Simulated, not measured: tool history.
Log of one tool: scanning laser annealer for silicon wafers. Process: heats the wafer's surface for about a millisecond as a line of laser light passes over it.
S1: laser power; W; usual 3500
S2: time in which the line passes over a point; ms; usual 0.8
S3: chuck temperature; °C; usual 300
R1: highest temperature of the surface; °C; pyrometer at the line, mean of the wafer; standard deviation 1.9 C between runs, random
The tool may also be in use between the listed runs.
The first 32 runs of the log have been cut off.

run     day    S1     S2   S3    R1
 33  23.983  3378  0.608  338  1012
 34  24.625  3830  0.841  287  1174
 35    25.2  3012  0.956  270  1015
 36  26.029  3720  0.623  323  1074
 37    26.8  3825  0.623  309  1075
 38  27.804  3604  0.646  296  1031
 39  28.438  3604  0.646  296  1034
 40  29.104  3604   0.69  296  1055
 41  29.938  3500  0.663  308  1034
 42  30.354  3724  0.656  267  1031

What if the next run were any one of these 3? Each begins from the tool's condition after run 42:
  A  31.183  3626  0.731  270   ?
  B  31.183  3724  0.912  267   ?
  C  31.183  3500   0.84  314   ?

run    R1
  A  1054
  B  1163
  C  1121
Had the tool no hidden state, the same runs would have come out as:
run    R1
  A  1086
  B  1200
  C  1154

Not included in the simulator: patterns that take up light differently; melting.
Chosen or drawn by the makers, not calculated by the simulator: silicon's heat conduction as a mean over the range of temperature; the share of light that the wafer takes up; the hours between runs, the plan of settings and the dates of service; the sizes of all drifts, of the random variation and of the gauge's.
